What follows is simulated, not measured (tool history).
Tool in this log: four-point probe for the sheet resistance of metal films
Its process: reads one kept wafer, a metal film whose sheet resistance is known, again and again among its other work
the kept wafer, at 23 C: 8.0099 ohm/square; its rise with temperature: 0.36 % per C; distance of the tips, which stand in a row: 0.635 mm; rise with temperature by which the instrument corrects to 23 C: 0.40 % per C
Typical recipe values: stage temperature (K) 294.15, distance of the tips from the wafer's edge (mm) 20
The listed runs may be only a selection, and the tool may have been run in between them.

run	day	stage temperature (K)	distance of the tips from the wafer's edge (mm)	sheet resistance as the instrument gives it (ohm/square)
1	0	294.15	20	8.015096
2	0.45	294.15	20	8.021713
3	1.262	294.15	20	8.021704
4	1.95	308.15	20	7.98031
5	2.725	308.15	20	7.979504
6	3.412	308.15	20	7.980023
7	4.225	294.15	20	8.019127
8	5.133	294.15	20	8.019891
9	5.679	294.15	20	8.020288
10	6.367	291.15	20	8.030589
11	7.025	306.15	5	8.048274
12	7.946	303.15	25	7.993522

What does the tool deliver on the next run?
13	8.758	303.15	25	?

{"run 13": {"sheet resistance as the instrument gives it (ohm/square)": 7.990294}}
Take away the tool's hidden state, keep the run-to-run variation as it was, and the same run would have given sheet resistance as the instrument gives it (ohm/square) 7.990909.
